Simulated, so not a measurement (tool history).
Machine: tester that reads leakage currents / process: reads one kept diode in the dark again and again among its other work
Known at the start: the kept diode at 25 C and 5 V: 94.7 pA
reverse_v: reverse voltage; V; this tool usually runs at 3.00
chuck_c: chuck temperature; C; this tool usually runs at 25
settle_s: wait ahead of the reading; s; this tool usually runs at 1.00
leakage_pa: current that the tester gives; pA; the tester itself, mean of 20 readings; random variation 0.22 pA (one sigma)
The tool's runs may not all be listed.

run,day,reverse_v,chuck_c,settle_s,leakage_pa
1,0.000,3.00,25,1.00,69.82
2,5.033,3.24,25,1.00,73.61
3,13.867,3.00,25,1.00,71.09
4,21.425,3.00,25,1.00,72.05
5,26.996,3.00,34,1.00,155.25
6,33.867,3.00,34,1.00,155.89
7,40.042,3.00,34,1.00,157.84
8,49.671,3.00,34,1.00,159.40
9,53.983,3.00,34,1.00,158.65
# day 55.021: tester calibrated
10,61.054,3.00,34,1.00,159.99
11,65.692,3.00,34,1.00,160.67
12,70.971,3.00,43,1.00,330.03
13,77.429,3.00,43,1.00,330.43
14,87.362,3.00,43,1.00,333.91
15,96.462,3.00,43,1.00,338.63
# day 99.162: probe card cleaned and baked
16,104.704,3.00,25,1.00,75.79
17,111.888,3.00,25,1.00,76.20
# day 117.417: tester calibrated, once more
18,117.621,3.00,25,1.00,78.37
# day 124.508: chuck's temperature calibrated
19,127.950,3.00,25,1.00,73.38
20,137.817,3.00,40,1.00,258.27
21,143.258,3.00,46,1.00,414.41
22,151.879,3.00,46,1.00,416.91
23,161.896,3.00,46,1.00,419.13
24,168.992,3.00,46,1.00,423.65
25,174.708,14.32,42,0.56,784.21
26,179.912,14.32,42,0.56,779.73
27,186.642,11.65,32,2.63,317.86
28,192.688,11.65,32,2.63,321.43
# day 198.896: probe card cleaned and baked
29,202.483,9.21,25,1.00,147.33
30,209.275,3.00,25,4.00,76.87
31,215.288,2.26,25,4.00,65.62
32,225.225,2.26,25,4.00,66.61
33,233.288,2.26,25,4.00,67.25
34,240.846,2.49,25,5.59,72.04
35,246.454,1.59,25,4.33,55.73
# day 249.871: chuck's temperature calibrated
36,252.792,7.20,47,2.83,722.64
37,261.567,7.20,47,2.83,727.42
38,267.517,7.20,47,2.15,727.64
39,272.896,1.14,46,4.55,233.79
40,279.100,2.56,25,0.81,69.77

Results per run with the tool's hidden condition removed, run-to-run variation unchanged:
The tool's hidden condition here consists of: stray current of the dirty probe card, pA a volt; current scale over the true one, %; true chuck temperature over the reading, C; drift of the gauge itself on leakage_pa, %.
run,leakage_pa
1,71.43
2,74.68
3,71.13
4,71.21
5,154.08
6,153.61
7,154.49
8,154.47
9,153.04
10,153.61
11,153.58
12,318.57
13,317.28
14,318.09
15,320.19
16,71.58
17,71.24
18,71.09
19,70.83
20,251.20
21,403.21
22,402.97
23,402.02
24,404.25
25,732.39
26,724.58
27,283.18
28,284.07
29,137.08
30,70.87
31,60.09
32,60.20
33,60.09
34,63.65
35,49.09
36,719.96
37,719.56
38,716.44
39,230.73
40,65.06
